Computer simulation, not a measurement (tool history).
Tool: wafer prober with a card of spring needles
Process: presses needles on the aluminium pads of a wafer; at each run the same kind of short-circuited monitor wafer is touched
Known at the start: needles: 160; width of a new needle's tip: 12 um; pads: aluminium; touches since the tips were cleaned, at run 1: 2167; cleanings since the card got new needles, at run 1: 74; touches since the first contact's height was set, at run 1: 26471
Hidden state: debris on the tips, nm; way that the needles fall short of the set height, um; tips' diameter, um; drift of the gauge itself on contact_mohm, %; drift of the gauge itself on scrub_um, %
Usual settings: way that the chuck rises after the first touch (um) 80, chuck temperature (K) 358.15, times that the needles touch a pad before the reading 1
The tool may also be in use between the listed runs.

| run | day | way that the chuck rises after the first touch (um) | chuck temperature (K) | times that the needles touch a pad before the reading | touches since the tips were cleaned | cleanings since the card got new needles | touches since the first contact's height was set | resistance of one needle with its contact and lead (mohm) | way that a needle slides on the pad (um) |
|---|---|---|---|---|---|---|---|---|---|
| 1 | 0.000 | 80 | 358.15 | 1 | 2167 | 74 | 26471 | 227 | 14.15 |
|  | 0.050 | tips cleaned on abrasive film |
|  | 0.292 | tips cleaned on abrasive film |
| 2 | 0.454 | 80 | 358.15 | 1 | 2068 | 76 | 32184 | 226 | 14.16 |
|  | 0.504 | tips cleaned on abrasive film |
|  | 0.708 | tips cleaned on abrasive film |
|  | 0.950 | tips cleaned on abrasive film |
| 3 | 0.988 | 80 | 358.15 | 1 | 527 | 79 | 38937 | 226 | 14.18 |
|  | 1.183 | tips cleaned on abrasive film |
|  | 1.412 | tips cleaned on abrasive film |
| 4 | 1.429 | 80 | 358.15 | 1 | 228 | 81 | 44485 | 226 | 14.13 |
|  | 1.617 | tips cleaned on abrasive film |
|  | 1.842 | tips cleaned on abrasive film |
| 5 | 1.846 | 80 | 358.15 | 1 | 55 | 83 | 49763 | 230 | 14.13 |
|  | 2.075 | tips cleaned on abrasive film |
|  | 2.304 | tips cleaned on abrasive film |
| 6 | 2.342 | 80 | 358.15 | 1 | 463 | 85 | 56022 | 227 | 14.11 |
|  | 2.529 | tips cleaned on abrasive film |
|  | 2.767 | tips cleaned on abrasive film |
|  | 2.983 | tips cleaned on abrasive film |
| 7 | 2.992 | 80 | 358.15 | 1 | 126 | 88 | 64240 | 225 | 14.16 |
|  | 3.208 | tips cleaned on abrasive film |
|  | 3.412 | tips cleaned on abrasive film |
| 8 | 3.492 | 80 | 358.15 | 1 | 1024 | 90 | 70577 | 226 | 14.15 |
|  | 3.629 | tips cleaned on abrasive film |
|  | 3.858 | tips cleaned on abrasive film |
|  | 4.079 | tips cleaned on abrasive film |
| 9 | 4.208 | 80 | 358.15 | 1 | 1627 | 93 | 79606 | 225 | 14.09 |
|  | 4.304 | tips cleaned on abrasive film |
|  | 4.529 | tips cleaned on abrasive film |
|  | 4.767 | tips cleaned on abrasive film |
| 10 | 4.954 | 80 | 358.15 | 1 | 2425 | 96 | 89076 | 227 | 14.14 |
|  | 5.004 | tips cleaned on abrasive film |
|  | 5.233 | tips cleaned on abrasive film |
|  | 5.379 | height of the first contact set anew |
|  | 5.471 | tips cleaned on abrasive film |
| 11 | 5.538 | 80 | 306.15 | 1 | 908 | 99 | 1987 | 213 | 14.14 |
|  | 5.683 | tips cleaned on abrasive film |
|  | 5.879 | tips cleaned on abrasive film |
|  | 6.104 | tips cleaned on abrasive film |
| 12 | 6.183 | 65 | 306.15 | 1 | 1034 | 102 | 10136 | 221 | 11.50 |
|  | 6.312 | tips cleaned on abrasive film |
|  | 6.542 | tips cleaned on abrasive film |
|  | 6.758 | tips cleaned on abrasive film |
| 13 | 6.758 | 65 | 306.15 | 1 | 0 | 105 | 17373 | 211 | 11.51 |
|  | 6.988 | tips cleaned on abrasive film |
|  | 7.225 | tips cleaned on abrasive film |
|  | 7.462 | tips cleaned on abrasive film |
| 14 | 7.592 | 73 | 358.15 | 1 | 1690 | 108 | 27942 | 228 | 12.88 |
|  | 7.688 | tips cleaned on abrasive film |
|  | 7.917 | tips cleaned on abrasive film |
|  | 8.158 | tips cleaned on abrasive film |
| 15 | 8.271 | 80 | 358.15 | 1 | 1458 | 111 | 36496 | 229 | 14.16 |
|  | 8.358 | tips cleaned on abrasive film |
|  | 8.575 | tips cleaned on abrasive film |
|  | 8.808 | tips cleaned on abrasive film |
|  | 9.046 | tips cleaned on abrasive film |
| 16 | 9.079 | 80 | 358.15 | 1 | 437 | 115 | 46709 | 224 | 14.14 |
|  | 9.271 | tips cleaned on abrasive film |
|  | 9.496 | tips cleaned on abrasive film |
| 17 | 9.525 | 88 | 311.15 | 1 | 397 | 117 | 52341 | 217 | 15.57 |
|  | 9.717 | tips cleaned on abrasive film |
|  | 9.954 | tips cleaned on abrasive film |
| 18 | 10.012 | 89 | 318.15 | 1 | 740 | 119 | 58476 | 220 | 15.71 |
|  | 10.154 | tips cleaned on abrasive film |
|  | 10.388 | tips cleaned on abrasive film |
|  | 10.612 | tips cleaned on abrasive film |
| 19 | 10.742 | 80 | 376.15 | 1 | 1649 | 122 | 67734 | 230 | 14.12 |
|  | 10.842 | tips cleaned on abrasive film |
|  | 11.033 | tips cleaned on abrasive film |
|  | 11.271 | tips cleaned on abrasive film |
| 20 | 11.358 | 80 | 299.15 | 1 | 1160 | 125 | 75521 | 212 | 14.16 |
|  | 11.504 | tips cleaned on abrasive film |
|  | 11.738 | tips cleaned on abrasive film |
|  | 11.971 | tips cleaned on abrasive film |
| 21 | 12.067 | 61 | 312.15 | 2 | 1232 | 128 | 84470 | 216 | 10.74 |
|  | 12.167 | tips cleaned on abrasive film |
|  | 12.358 | tips cleaned on abrasive film |
|  | 12.588 | tips cleaned on abrasive film |
| 22 | 12.754 | 61 | 348.15 | 1 | 2151 | 131 | 93174 | 229 | 10.79 |
|  | 12.808 | tips cleaned on abrasive film |
|  | 12.862 | height of the first contact set anew |
|  | 13.054 | tips cleaned on abrasive film |
|  | 13.292 | tips cleaned on abrasive film |
|  | 13.512 | tips cleaned on abrasive film |
| 23 | 13.558 | 61 | 348.15 | 1 | 612 | 135 | 8819 | 229 | 10.80 |
|  | 13.746 | tips cleaned on abrasive film |
|  | 13.942 | tips cleaned on abrasive film |
|  | 14.133 | tips cleaned on abrasive film |
| 24 | 14.162 | 87 | 348.15 | 3 | 357 | 138 | 16406 | 227 | 15.39 |
|  | 14.342 | tips cleaned on abrasive film |
|  | 14.571 | tips cleaned on abrasive film |
| 25 | 14.733 | 94 | 358.15 | 1 | 2099 | 140 | 23652 | 229 | 16.62 |
|  | 14.783 | tips cleaned on abrasive film |
|  | 14.975 | tips cleaned on abrasive film |
|  | 15.204 | tips cleaned on abrasive film |
| 26 | 15.267 | 62 | 386.15 | 2 | 751 | 143 | 30349 | 233 | 10.97 |
|  | 15.433 | tips cleaned on abrasive film |
|  | 15.667 | tips cleaned on abrasive film |
|  | 15.858 | tips cleaned on abrasive film |
| 27 | 15.946 | 62 | 386.15 | 2 | 1110 | 146 | 38961 | 232 | 10.95 |
|  | 16.079 | tips cleaned on abrasive film |
|  | 16.317 | tips cleaned on abrasive film |
| 28 | 16.408 | 62 | 386.15 | 2 | 1156 | 148 | 44792 | 235 | 10.95 |
|  | 16.542 | tips cleaned on abrasive film |
|  | 16.762 | tips cleaned on abrasive film |
|  | 16.979 | tips cleaned on abrasive film |
| 29 | 17.100 | 62 | 386.15 | 2 | 1551 | 151 | 53558 | 239 | 10.91 |

Hidden state at the last listed run before each entry between runs and at the first one after, where it differs:
Between runs 1 and 2: tips cleaned on abrasive film (day 0.050); tips cleaned on abrasive film (day 0.292)
  debris on the tips, nm: 6.3 -> 6
Between runs 2 and 3: tips cleaned on abrasive film (day 0.504); tips cleaned on abrasive film (day 0.708); tips cleaned on abrasive film (day 0.950)
  debris on the tips, nm: 6 -> 2.4; way that the needles fall short of the set height, um: 0.02 -> 0.03
Between runs 3 and 4: tips cleaned on abrasive film (day 1.183); tips cleaned on abrasive film (day 1.412)
  debris on the tips, nm: 2.4 -> 1.5
Between runs 4 and 5: tips cleaned on abrasive film (day 1.617); tips cleaned on abrasive film (day 1.842)
  debris on the tips, nm: 1.5 -> 1.1; way that the needles fall short of the set height, um: 0.03 -> 0.04
Between runs 5 and 6: tips cleaned on abrasive film (day 2.075); tips cleaned on abrasive film (day 2.304)
  debris on the tips, nm: 1.1 -> 2.1
Between runs 6 and 7: tips cleaned on abrasive film (day 2.529); tips cleaned on abrasive film (day 2.767); tips cleaned on abrasive film (day 2.983)
  debris on the tips, nm: 2.1 -> 0.9; way that the needles fall short of the set height, um: 0.04 -> 0.05; tips' diameter, um: 12.06 -> 12.07
Between runs 7 and 8: tips cleaned on abrasive film (day 3.208); tips cleaned on abrasive film (day 3.412)
  debris on the tips, nm: 0.9 -> 3.4
Between runs 8 and 9: tips cleaned on abrasive film (day 3.629); tips cleaned on abrasive film (day 3.858); tips cleaned on abrasive film (day 4.079)
  debris on the tips, nm: 3.4 -> 5; way that the needles fall short of the set height, um: 0.05 -> 0.06
Between runs 9 and 10: tips cleaned on abrasive film (day 4.304); tips cleaned on abrasive film (day 4.529); tips cleaned on abrasive film (day 4.767)
  debris on the tips, nm: 5 -> 6.8
Between runs 10 and 11: tips cleaned on abrasive film (day 5.004); tips cleaned on abrasive film (day 5.233); height of the first contact set anew (day 5.379); tips cleaned on abrasive film (day 5.471)
  debris on the tips, nm: 6.8 -> 3.6; way that the needles fall short of the set height, um: 0.06 -> 0
Between runs 11 and 12: tips cleaned on abrasive film (day 5.683); tips cleaned on abrasive film (day 5.879); tips cleaned on abrasive film (day 6.104)
  debris on the tips, nm: 3.6 -> 3.5; way that the needles fall short of the set height, um: 0 -> 0.01; tips' diameter, um: 12.07 -> 12.08
Between runs 12 and 13: tips cleaned on abrasive film (day 6.312); tips cleaned on abrasive film (day 6.542); tips cleaned on abrasive film (day 6.758)
  debris on the tips, nm: 3.5 -> 0.7
Between runs 13 and 14: tips cleaned on abrasive film (day 6.988); tips cleaned on abrasive film (day 7.225); tips cleaned on abrasive film (day 7.462)
  debris on the tips, nm: 0.7 -> 5.1; way that the needles fall short of the set height, um: 0.01 -> 0.02
Between runs 14 and 15: tips cleaned on abrasive film (day 7.688); tips cleaned on abrasive film (day 7.917); tips cleaned on abrasive film (day 8.158)
  debris on the tips, nm: 5.1 -> 4.8; way that the needles fall short of the set height, um: 0.02 -> 0.03
Between runs 15 and 16: tips cleaned on abrasive film (day 8.358); tips cleaned on abrasive film (day 8.575); tips cleaned on abrasive film (day 8.808); tips cleaned on abrasive film (day 9.046)
  debris on the tips, nm: 4.8 -> 1.9; way that the needles fall short of the set height, um: 0.03 -> 0.04; tips' diameter, um: 12.08 -> 12.09
Between runs 16 and 17: tips cleaned on abrasive film (day 9.271); tips cleaned on abrasive film (day 9.496)
  debris on the tips, nm: 1.9 -> 1.8
Between runs 17 and 18: tips cleaned on abrasive film (day 9.717); tips cleaned on abrasive film (day 9.954)
  debris on the tips, nm: 1.8 -> 2.6
Between runs 18 and 19: tips cleaned on abrasive film (day 10.154); tips cleaned on abrasive film (day 10.388); tips cleaned on abrasive film (day 10.612)
  debris on the tips, nm: 2.6 -> 4.7; way that the needles fall short of the set height, um: 0.04 -> 0.05
Between runs 19 and 20: tips cleaned on abrasive film (day 10.842); tips cleaned on abrasive film (day 11.033); tips cleaned on abrasive film (day 11.271)
  debris on the tips, nm: 4.7 -> 4.3; way that the needles fall short of the set height, um: 0.05 -> 0.06
Between runs 20 and 21: tips cleaned on abrasive film (day 11.504); tips cleaned on abrasive film (day 11.738); tips cleaned on abrasive film (day 11.971)
  debris on the tips, nm: 4.3 -> 4.4; tips' diameter, um: 12.09 -> 12.1
Between runs 21 and 22: tips cleaned on abrasive film (day 12.167); tips cleaned on abrasive film (day 12.358); tips cleaned on abrasive film (day 12.588)
  debris on the tips, nm: 4.4 -> 5.7; way that the needles fall short of the set height, um: 0.06 -> 0.07
Between runs 22 and 23: tips cleaned on abrasive film (day 12.808); height of the first contact set anew (day 12.862); tips cleaned on abrasive film (day 13.054); tips cleaned on abrasive film (day 13.292); tips cleaned on abrasive film (day 13.512)
  debris on the tips, nm: 5.7 -> 2.4; way that the needles fall short of the set height, um: 0.07 -> 0.01
Between runs 23 and 24: tips cleaned on abrasive film (day 13.746); tips cleaned on abrasive film (day 13.942); tips cleaned on abrasive film (day 14.133)
  debris on the tips, nm: 2.4 -> 1.7
Between runs 24 and 25: tips cleaned on abrasive film (day 14.342); tips cleaned on abrasive film (day 14.571)
  debris on the tips, nm: 1.7 -> 6.1; way that the needles fall short of the set height, um: 0.01 -> 0.02; tips' diameter, um: 12.1 -> 12.11
Between runs 25 and 26: tips cleaned on abrasive film (day 14.783); tips cleaned on abrasive film (day 14.975); tips cleaned on abrasive film (day 15.204)
  debris on the tips, nm: 6.1 -> 2.8
Between runs 26 and 27: tips cleaned on abrasive film (day 15.433); tips cleaned on abrasive film (day 15.667); tips cleaned on abrasive film (day 15.858)
  debris on the tips, nm: 2.8 -> 3.8; way that the needles fall short of the set height, um: 0.02 -> 0.03
Between runs 27 and 28: tips cleaned on abrasive film (day 16.079); tips cleaned on abrasive film (day 16.317)
  debris on the tips, nm: 3.8 -> 4.6
Between runs 28 and 29: tips cleaned on abrasive film (day 16.542); tips cleaned on abrasive film (day 16.762); tips cleaned on abrasive film (day 16.979)
  debris on the tips, nm: 4.6 -> 5.1; way that the needles fall short of the set height, um: 0.03 -> 0.04
